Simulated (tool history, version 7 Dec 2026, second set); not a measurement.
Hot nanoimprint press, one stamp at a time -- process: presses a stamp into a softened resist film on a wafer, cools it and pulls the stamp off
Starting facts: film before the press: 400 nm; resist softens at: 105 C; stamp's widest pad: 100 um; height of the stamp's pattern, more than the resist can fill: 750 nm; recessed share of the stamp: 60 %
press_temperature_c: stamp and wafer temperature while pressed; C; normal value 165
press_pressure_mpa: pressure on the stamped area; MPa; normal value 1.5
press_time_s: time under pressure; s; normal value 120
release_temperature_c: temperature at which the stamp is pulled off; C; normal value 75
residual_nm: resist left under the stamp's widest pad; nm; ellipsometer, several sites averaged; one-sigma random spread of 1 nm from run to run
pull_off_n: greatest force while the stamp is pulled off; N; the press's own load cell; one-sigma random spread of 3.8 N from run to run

run     day  press_temperature_c  press_pressure_mpa  press_time_s  release_temperature_c  residual_nm  pull_off_n
  1       0                  165                 1.5           120                     75          145         182
  2   2.196                  163                 1.5           120                     75        164.6         191
      3.142  -- press's hydraulic seals changed and the load cell set to zero
  3   3.788                  163                 1.5           120                     75        161.8         195
  4   5.204                  163                 1.5           120                     75        158.7         195
  5   7.179                  165                 1.5           120                     79        139.7         185
      9.179  -- stamp cleaned and given a new release coat
  6   9.521                  165                 1.5           120                     75        138.8         183
  7  10.742                  165                 1.5            89                     75        157.3         189
  8  12.629                  165                 1.5           120                     75        138.7         195
     13.638  -- plate thermocouple calibrated
  9  13.888                  165                 1.5           120                     75        148.7         195
 10  15.029                  155                 1.5           120                     75        267.5         204
 11  16.717                  165                 1.5           120                     75        145.7         206
 12  17.762                  171                 1.5           120                     75        100.2         204
     18.658  -- stamp cleaned and given a new release coat
 13  20.004                  171                 1.5           120                     75        100.3         184
 14  22.062                  165                 1.5           120                     75        144.6         192
 15  24.271                  161                 1.5           120                     75        186.1         195
 16  26.471                  165                1.94           120                     75        129.3         197

For run 17, what comes out?
     28.075  -- stamp cleaned and given a new release coat
 17  28.942                  165                 1.5           109                     67            ?           ?

{"run 17": {"residual_nm": 149.3, "pull_off_n": 199}}
Take away the tool's hidden state, keep the run-to-run variation as it was, and the same run would have given residual_nm 151.6 nm, pull_off_n 198 N.

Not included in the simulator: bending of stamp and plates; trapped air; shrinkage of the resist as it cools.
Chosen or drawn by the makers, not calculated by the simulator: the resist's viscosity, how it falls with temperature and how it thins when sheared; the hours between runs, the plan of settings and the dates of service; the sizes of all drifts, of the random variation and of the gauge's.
